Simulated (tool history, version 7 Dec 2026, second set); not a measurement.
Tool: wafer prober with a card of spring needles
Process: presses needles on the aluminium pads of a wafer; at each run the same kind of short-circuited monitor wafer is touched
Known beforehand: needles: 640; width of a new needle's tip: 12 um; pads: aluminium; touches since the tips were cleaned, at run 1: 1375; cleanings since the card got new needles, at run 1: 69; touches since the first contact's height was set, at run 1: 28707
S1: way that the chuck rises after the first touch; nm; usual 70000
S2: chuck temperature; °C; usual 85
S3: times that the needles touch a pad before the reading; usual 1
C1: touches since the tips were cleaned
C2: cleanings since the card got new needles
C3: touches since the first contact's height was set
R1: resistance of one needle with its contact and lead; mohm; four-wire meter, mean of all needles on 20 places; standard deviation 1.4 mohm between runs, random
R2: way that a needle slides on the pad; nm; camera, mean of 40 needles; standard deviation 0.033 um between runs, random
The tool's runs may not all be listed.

run 1 hour=0.0 | S1=70000 S2=85 S3=1 | C1=1375 C2=69 C3=28707 | R1=137 R2=17270
-- hour=11.1 tips cleaned on abrasive film
-- hour=24.1 tips cleaned on abrasive film
run 2 hour=28.7 | S1=70000 S2=85 S3=1 | C1=1498 C2=71 C3=38058 | R1=138 R2=17170
-- hour=38.9 tips cleaned on abrasive film
-- hour=53.5 tips cleaned on abrasive film
run 3 hour=59.1 | S1=60000 S2=85 S3=1 | C1=1844 C2=73 C3=47966 | R1=142 R2=14690
-- hour=68.9 tips cleaned on abrasive film
-- hour=82.9 tips cleaned on abrasive film
run 4 hour=88.1 | S1=60000 S2=85 S3=1 | C1=1728 C2=75 C3=57436 | R1=143 R2=14650
-- hour=96.0 tips cleaned on abrasive film
run 5 hour=104.6 | S1=60000 S2=85 S3=1 | C1=2823 C2=76 C3=62816 | R1=147 R2=14650
-- hour=109.6 tips cleaned on abrasive film
run 6 hour=116.9 | S1=60000 S2=85 S3=1 | C1=2379 C2=77 C3=66800 | R1=144 R2=14630
-- hour=124.0 tips cleaned on abrasive film
-- hour=139.1 tips cleaned on abrasive film
run 7 hour=139.8 | S1=60000 S2=85 S3=1 | C1=236 C2=79 C3=74268 | R1=135 R2=14550
-- hour=152.9 tips cleaned on abrasive film
run 8 hour=163.4 | S1=70000 S2=39 S3=1 | C1=3429 C2=80 C3=81962 | R1=135 R2=17080
-- hour=167.5 tips cleaned on abrasive film
-- hour=180.9 tips cleaned on abrasive film
run 9 hour=185.2 | S1=84000 S2=85 S3=1 | C1=1414 C2=82 C3=89065 | R1=135 R2=20470
-- hour=194.8 tips cleaned on abrasive film
-- hour=209.8 tips cleaned on abrasive film
run 10 hour=215.5 | S1=55000 S2=85 S3=1 | C1=1870 C2=84 C3=98926 | R1=143 R2=13240
-- hour=222.8 tips cleaned on abrasive film
run 11 hour=233.3 | S1=53000 S2=85 S3=1 | C1=3431 C2=85 C3=104742 | R1=151 R2=12700
-- hour=236.7 tips cleaned on abrasive film
-- hour=250.1 tips cleaned on abrasive film
run 12 hour=250.5 | S1=69000 S2=84 S3=1 | C1=138 C2=87 C3=110316 | R1=134 R2=16690
-- hour=265.3 tips cleaned on abrasive film
run 13 hour=273.3 | S1=69000 S2=84 S3=1 | C1=2604 C2=88 C3=117754 | R1=142 R2=16650
-- hour=279.0 tips cleaned on abrasive film
-- hour=292.3 tips cleaned on abrasive film
run 14 hour=296.4 | S1=82000 S2=41 S3=3 | C1=1343 C2=90 C3=125288 | R1=127 R2=19810
-- hour=306.0 tips cleaned on abrasive film
-- hour=320.6 tips cleaned on abrasive film
run 15 hour=324.3 | S1=86000 S2=30 S3=2 | C1=1213 C2=92 C3=134366 | R1=125 R2=20770
-- hour=335.9 tips cleaned on abrasive film
run 16 hour=340.4 | S1=86000 S2=30 S3=2 | C1=1479 C2=93 C3=139635 | R1=126 R2=20770
-- hour=350.0 tips cleaned on abrasive film
run 17 hour=358.2 | S1=81000 S2=45 S3=2 | C1=2702 C2=94 C3=145436 | R1=129 R2=19510
-- hour=360.3 height of the first contact set anew
-- hour=363.7 tips cleaned on abrasive film
run 18 hour=374.3 | S1=81000 S2=45 S3=2 | C1=3462 C2=95 C3=4544 | R1=131 R2=20090
-- hour=377.2 tips cleaned on abrasive film
-- hour=390.7 tips cleaned on abrasive film
run 19 hour=402.5 | S1=57000 S2=45 S3=2 | C1=3879 C2=97 C3=13737 | R1=138 R2=14100
-- hour=405.1 tips cleaned on abrasive film
-- hour=420.6 tips cleaned on abrasive film
run 20 hour=424.0 | S1=64000 S2=59 S3=2 | C1=1133 C2=99 C3=20741 | R1=132 R2=15730
-- hour=434.3 tips cleaned on abrasive film
run 21 hour=446.1 | S1=80000 S2=43 S3=2 | C1=3869 C2=100 C3=27952 | R1=133 R2=19700

3 options for the next run, each taken on its own from the tool as it stands now. Forecast them:
-- hour=447.8 tips cleaned on abrasive film
-- hour=461.3 tips cleaned on abrasive film
run A hour=461.3 | S1=70000 S2=108 S3=1 | C1=0 C2=102 C3=32876 | R1=? R2=?
-- hour=447.8 tips cleaned on abrasive film
-- hour=461.3 tips cleaned on abrasive film
run B hour=461.3 | S1=81000 S2=71 S3=2 | C1=0 C2=102 C3=32876 | R1=? R2=?
-- hour=447.8 tips cleaned on abrasive film
-- hour=461.3 tips cleaned on abrasive film
run C hour=461.3 | S1=80000 S2=43 S3=2 | C1=0 C2=102 C3=32876 | R1=? R2=?

run=A R1=137 R2=17230
run=B R1=131 R2=19900
run=C R1=126 R2=19710
Take away the tool's hidden state, keep each run's random variation, and the runs would have read:
run=A R1=136 R2=17380
run=B R1=131 R2=20050
run=C R1=126 R2=19860
